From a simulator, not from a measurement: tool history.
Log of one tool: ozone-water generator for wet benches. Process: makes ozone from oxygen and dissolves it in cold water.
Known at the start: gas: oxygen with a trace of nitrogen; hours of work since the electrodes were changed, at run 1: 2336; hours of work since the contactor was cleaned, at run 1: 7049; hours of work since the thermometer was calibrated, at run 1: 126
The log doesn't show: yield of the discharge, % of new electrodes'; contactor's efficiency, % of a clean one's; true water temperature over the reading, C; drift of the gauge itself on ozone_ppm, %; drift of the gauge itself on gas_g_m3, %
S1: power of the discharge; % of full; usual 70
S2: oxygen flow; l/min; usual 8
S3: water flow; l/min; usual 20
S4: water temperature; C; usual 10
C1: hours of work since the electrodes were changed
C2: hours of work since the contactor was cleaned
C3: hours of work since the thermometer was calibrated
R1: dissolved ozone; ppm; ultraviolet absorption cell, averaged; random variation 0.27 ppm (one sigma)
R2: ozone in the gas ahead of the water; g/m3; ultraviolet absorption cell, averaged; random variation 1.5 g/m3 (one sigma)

run	hour	S1	S2	S3	S4	C1	C2	C3	R1	R2
1	0	70	8	20	10	2336	7049	126	42.1	277
2	127.7	93	8	20	10	2439	7152	230	53.8	355.8
3	277	93	8	20	10	2560	7273	350	53.7	353.5
4	361.9	40	8	20	10	2628	7341	419	25.8	170.1
5	455.6	70	8	20	6	2704	7417	494	44.9	277.8
6	591.7	70	8	20	10	2814	7527	604	42	272.3
7	731	70	8	20	10	2926	7639	716	41.9	274.7
8	846.2	70	8	20	10	3019	7732	809	42	275.1
9	991.6	70	8	20	10	3136	7849	927	41.8	271.9
10	1127.3	70	8	20	8	3246	7959	1036	43.4	270.3
11	1252.4	56	8	20	10	3347	8060	1137	34.2	224.3
12	1386.5	46	8	20	10	3455	8168	1245	29.1	188.7
13	1526.7	46	8	20	10	3568	8281	1359	29.2	186.8
# hour 1568.5: contactor cleaned
14	1620.3	46	8	20	10	3640	42	1431	29	189.1
15	1709.3	46	8	20	10	3712	114	1503	29.2	188.9
# hour 1783.6: gauge calibrated
16	1842.4	46	8	20	9	3820	221	1610	29.5	192.4
17	1975.5	46	8	20	9	3927	328	1717	29.7	190.6
18	2047.7	70	8	22	17	3985	387	1776	34.9	276
19	2147.9	48	8	14	10	4066	468	1857	38.8	197.5
20	2265	48	8	14	10	4161	562	1951	39.4	198.4
21	2379.1	48	8	14	10	4253	654	2043	38.7	197
22	2486	50	5.69	32	8	4339	740	2129	20.2	241.6
23	2604.5	50	5.69	32	8	4435	836	2225	20	241.1
24	2686.3	50	5.69	32	8	4501	902	2291	20.1	242.2
25	2775.2	70	12.32	20	14	4572	974	2363	38	223.1
26	2907.8	68	12.32	20	7	4679	1081	2470	42.6	214.3
27	3038.1	57	12.32	20	7	4785	1186	2575	36.3	184.1
28	3171.5	80	8	14	10	4892	1294	2683	60.3	306.3
29	3284.6	51	8	20	17	4984	1385	2774	28.5	207.9
30	3401.8	57	8	21	12	5078	1479	2868	32.9	228.1
31	3495.4	99	8	16	10	5154	1555	2944	66.7	362.2
32	3643.7	99	8	16	10	5273	1675	3064	67.1	366.1

5 ways to go on from here, each from the tool as it stands after run 32. What would each give?
A	3751.4	53	6.2	29	10	5360	1762	3151	?	?
B	3751.4	51	8	22	10	5360	1762	3151	?	?
C	3751.4	99	9.81	29	15	5360	1762	3151	?	?
D	3751.4	64	8.99	20	10	5360	1762	3151	?	?
E	3751.4	70	8	15	10	5360	1762	3151	?	?

run	R1	R2
A	23.3	239.4
B	29.6	206.5
C	39.4	327.5
D	39	234.6
E	51.4	268.9
Without the tool's hidden state the same runs would have given:
run	R1	R2
A	23.3	247.6
B	29.7	213.5
C	39.4	338.8
D	39	242.6
E	51.4	278.1

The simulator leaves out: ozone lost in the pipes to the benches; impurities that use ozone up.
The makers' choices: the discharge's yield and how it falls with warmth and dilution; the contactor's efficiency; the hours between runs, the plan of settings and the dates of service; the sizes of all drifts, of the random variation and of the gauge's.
